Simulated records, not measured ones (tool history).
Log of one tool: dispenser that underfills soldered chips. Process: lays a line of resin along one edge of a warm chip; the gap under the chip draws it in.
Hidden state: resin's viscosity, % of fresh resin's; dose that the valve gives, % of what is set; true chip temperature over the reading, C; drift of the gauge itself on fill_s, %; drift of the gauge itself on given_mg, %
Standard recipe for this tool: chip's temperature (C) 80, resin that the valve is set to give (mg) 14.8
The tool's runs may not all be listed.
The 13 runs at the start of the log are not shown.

run	hour	chip's temperature (C)	resin that the valve is set to give (mg)	hours of work since the syringe was changed	hours of work since the valve was cleaned	hours of work since the stage was calibrated	time until the resin shows at the far edge (s)	resin that the valve gave (mg)
14	88.6	80	17.4	9	28	310	57.4	17.09
# hour 89.9: new syringe of resin
15	93.0	80	17.4	2	31	313	41.0	17.06
16	102.5	82	17.4	9	38	319	53.6	16.92
# hour 103.9: new syringe of resin
17	112.8	82	17.4	6	45	326	46.8	16.78
# hour 117.7: new syringe of resin
18	121.4	80	14.8	3	51	332	43.6	14.34
19	126.1	80	14.8	6	55	336	51.4	14.30
# hour 127.6: dispensing valve cleaned and set on the balance
# hour 132.4: new syringe of resin
20	133.6	88	18.2	1	4	340	25.8	18.13
21	140.4	88	18.6	6	9	345	33.1	18.61
22	145.1	94	19.1	9	12	348	29.7	18.95
# hour 146.1: new syringe of resin
23	150.2	94	19.1	3	16	352	21.5	18.94
24	158.9	73	12.8	9	22	358	86.8	12.59
# hour 160.1: new syringe of resin
25	165.5	73	12.8	4	26	363	67.9	12.63
# hour 173.8: new syringe of resin
26	174.8	72	12.8	1	33	369	61.3	12.47
27	183.9	90	12.8	7	39	375	35.2	12.46
# hour 187.4: new syringe of resin
28	193.4	90	12.8	4	46	382	29.7	12.38
# hour 201.3: new syringe of resin
29	201.6	94	17.1	0	52	388	19.4	16.55
# hour 207.1: dispensing valve cleaned and set on the balance
30	212.1	67	16.1	7	4	394	100.6	16.08
# hour 216.4: new syringe of resin
31	218.6	69	17.7	2	8	399	70.0	17.53
32	223.6	85	13.5	5	12	402	37.8	13.41
# hour 230.7: new syringe of resin
33	232.0	85	13.5	1	17	408	31.5	13.31
34	236.1	76	13.5	4	20	411	55.8	13.36
# hour 244.9: new syringe of resin
35	245.7	90	18.9	1	27	418	23.3	18.62

What if the next run were any one of these 5? Each begins from the tool's condition after run 35:
A	253.1	93	15.4	6	32	423	?	?
B	253.1	95	14.8	6	32	423	?	?
C	253.1	94	18.9	6	32	423	?	?
D	253.1	76	18.7	6	32	423	?	?
E	253.1	89	17.7	6	32	423	?	?

run	time until the resin shows at the far edge (s)	resin that the valve gave (mg)
A	26.7	15.04
B	24.6	14.33
C	24.3	18.44
D	59.9	18.28
E	30.9	17.25
With the hidden condition removed and each run's random variation left untouched, the same runs would have given:
run	time until the resin shows at the far edge (s)	resin that the valve gave (mg)
A	22.6	15.38
B	20.7	14.66
C	20.5	18.86
D	51.3	18.69
E	26.2	17.64

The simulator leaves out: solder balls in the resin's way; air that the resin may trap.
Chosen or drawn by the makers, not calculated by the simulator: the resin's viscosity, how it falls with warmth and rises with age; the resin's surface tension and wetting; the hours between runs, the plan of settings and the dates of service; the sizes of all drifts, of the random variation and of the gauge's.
